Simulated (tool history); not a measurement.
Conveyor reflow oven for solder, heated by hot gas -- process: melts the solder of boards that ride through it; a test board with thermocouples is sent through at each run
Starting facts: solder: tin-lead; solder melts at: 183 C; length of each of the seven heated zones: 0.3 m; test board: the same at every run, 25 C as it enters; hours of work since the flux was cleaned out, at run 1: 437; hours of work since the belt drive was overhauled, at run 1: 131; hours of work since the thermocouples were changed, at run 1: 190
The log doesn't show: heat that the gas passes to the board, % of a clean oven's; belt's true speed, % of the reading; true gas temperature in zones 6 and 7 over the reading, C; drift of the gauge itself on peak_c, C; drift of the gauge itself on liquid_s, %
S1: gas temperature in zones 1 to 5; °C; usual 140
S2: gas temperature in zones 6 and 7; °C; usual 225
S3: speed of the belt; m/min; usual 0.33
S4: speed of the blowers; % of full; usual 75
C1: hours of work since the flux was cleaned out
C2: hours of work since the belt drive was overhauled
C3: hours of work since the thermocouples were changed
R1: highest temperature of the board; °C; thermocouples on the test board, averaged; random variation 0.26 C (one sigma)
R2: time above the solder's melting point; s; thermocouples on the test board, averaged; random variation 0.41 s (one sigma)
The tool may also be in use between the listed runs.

| run | hour | S1 | S2 | S3 | S4 | C1 | C2 | C3 | R1 | R2 |
|---|---|---|---|---|---|---|---|---|---|---|
| 1 | 0.0 | 140 | 225 | 0.33 | 75 | 437 | 131 | 190 | 207.4 | 68.6 |
| 2 | 7.3 | 140 | 225 | 0.33 | 75 | 441 | 134 | 194 | 207.9 | 69.4 |
| 3 | 18.9 | 140 | 225 | 0.33 | 75 | 446 | 140 | 199 | 207.6 | 68.8 |
| 4 | 35.4 | 140 | 225 | 0.33 | 75 | 453 | 147 | 206 | 207.4 | 69.4 |
| 5 | 51.3 | 140 | 225 | 0.33 | 61 | 460 | 154 | 213 | 203.8 | 61.6 |
| 6 | 61.5 | 140 | 225 | 0.33 | 75 | 465 | 159 | 218 | 206.9 | 69.3 |
| 7 | 73.2 | 140 | 225 | 0.33 | 75 | 470 | 164 | 223 | 207.2 | 68.4 |
| 8 | 82.3 | 140 | 225 | 0.33 | 82 | 474 | 168 | 227 | 208.6 | 71.7 |

Run 9, settings as shown, results not yet in. Your forecast:
|  | 87.5 | belt drive overhauled, speed set with a stopwatch |
| 9 | 93.1 | 140 | 225 | 0.33 | 75 | 477 | 3 | 230 | ? | ? |

Logged for run 9: R1 207.4 °C, R2 68.7 s.
Without the tool's hidden state the same run would have given R1 209.4 °C, R2 72.5 s.
